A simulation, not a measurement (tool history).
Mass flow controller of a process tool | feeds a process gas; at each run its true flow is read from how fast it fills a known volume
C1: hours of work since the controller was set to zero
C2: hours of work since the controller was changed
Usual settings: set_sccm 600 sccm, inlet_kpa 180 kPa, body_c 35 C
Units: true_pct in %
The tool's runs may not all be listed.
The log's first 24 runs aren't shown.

{"run": 25, "hour": 3751.7, "set_sccm": 161, "inlet_kpa": 199, "body_c": 22, "C1": 625, "C2": 4332, "true_pct": 107.08}
{"hour": 3920.4, "done": "controller's zero set anew, once more"}
{"run": 26, "hour": 3927.9, "set_sccm": 742, "inlet_kpa": 159, "body_c": 23, "C1": 6, "C2": 4466, "true_pct": 102.12}
{"run": 27, "hour": 4136.1, "set_sccm": 509, "inlet_kpa": 176, "body_c": 29, "C1": 164, "C2": 4624, "true_pct": 101.78}
{"run": 28, "hour": 4273.9, "set_sccm": 509, "inlet_kpa": 176, "body_c": 29, "C1": 268, "C2": 4728, "true_pct": 101.85}
{"run": 29, "hour": 4406.4, "set_sccm": 600, "inlet_kpa": 158, "body_c": 35, "C1": 369, "C2": 4829, "true_pct": 101.58}
{"run": 30, "hour": 4592.2, "set_sccm": 600, "inlet_kpa": 158, "body_c": 35, "C1": 510, "C2": 4970, "true_pct": 101.75}
{"run": 31, "hour": 4775.6, "set_sccm": 126, "inlet_kpa": 240, "body_c": 35, "C1": 649, "C2": 5109, "true_pct": 102.13}
{"run": 32, "hour": 4914.4, "set_sccm": 126, "inlet_kpa": 240, "body_c": 35, "C1": 754, "C2": 5214, "true_pct": 102.08}
{"run": 33, "hour": 5122.6, "set_sccm": 126, "inlet_kpa": 240, "body_c": 35, "C1": 912, "C2": 5372, "true_pct": 102.34}
{"run": 34, "hour": 5325.1, "set_sccm": 600, "inlet_kpa": 259, "body_c": 35, "C1": 1066, "C2": 5526, "true_pct": 102.25}
{"run": 35, "hour": 5534.4, "set_sccm": 127, "inlet_kpa": 269, "body_c": 20, "C1": 1225, "C2": 5684, "true_pct": 103.82}
{"run": 36, "hour": 5688.6, "set_sccm": 600, "inlet_kpa": 143, "body_c": 21, "C1": 1342, "C2": 5802, "true_pct": 103.08}
{"run": 37, "hour": 5835.8, "set_sccm": 719, "inlet_kpa": 215, "body_c": 29, "C1": 1453, "C2": 5913, "true_pct": 103}
{"run": 38, "hour": 6053.6, "set_sccm": 212, "inlet_kpa": 269, "body_c": 35, "C1": 1618, "C2": 6078, "true_pct": 102.91}
{"run": 39, "hour": 6272.0, "set_sccm": 202, "inlet_kpa": 272, "body_c": 23, "C1": 1784, "C2": 6244, "true_pct": 103.79}

Forecast each of these 4 alternatives for the next run:
{"run": "A", "hour": 6433.5, "set_sccm": 382, "inlet_kpa": 259, "body_c": 33, "C1": 1907, "C2": 6367, "true_pct": "?"}
{"run": "B", "hour": 6433.5, "set_sccm": 105, "inlet_kpa": 272, "body_c": 23, "C1": 1907, "C2": 6367, "true_pct": "?"}
{"run": "C", "hour": 6433.5, "set_sccm": 560, "inlet_kpa": 202, "body_c": 37, "C1": 1907, "C2": 6367, "true_pct": "?"}
{"run": "D", "hour": 6433.5, "set_sccm": 600, "inlet_kpa": 217, "body_c": 35, "C1": 1907, "C2": 6367, "true_pct": "?"}

run=A true_pct=103.11
run=B true_pct=105.17
run=C true_pct=102.75
run=D true_pct=102.92
Without the tool's hidden state the same runs would have given:
run=A true_pct=98.86
run=B true_pct=99.03
run=C true_pct=98.73
run=D true_pct=98.93

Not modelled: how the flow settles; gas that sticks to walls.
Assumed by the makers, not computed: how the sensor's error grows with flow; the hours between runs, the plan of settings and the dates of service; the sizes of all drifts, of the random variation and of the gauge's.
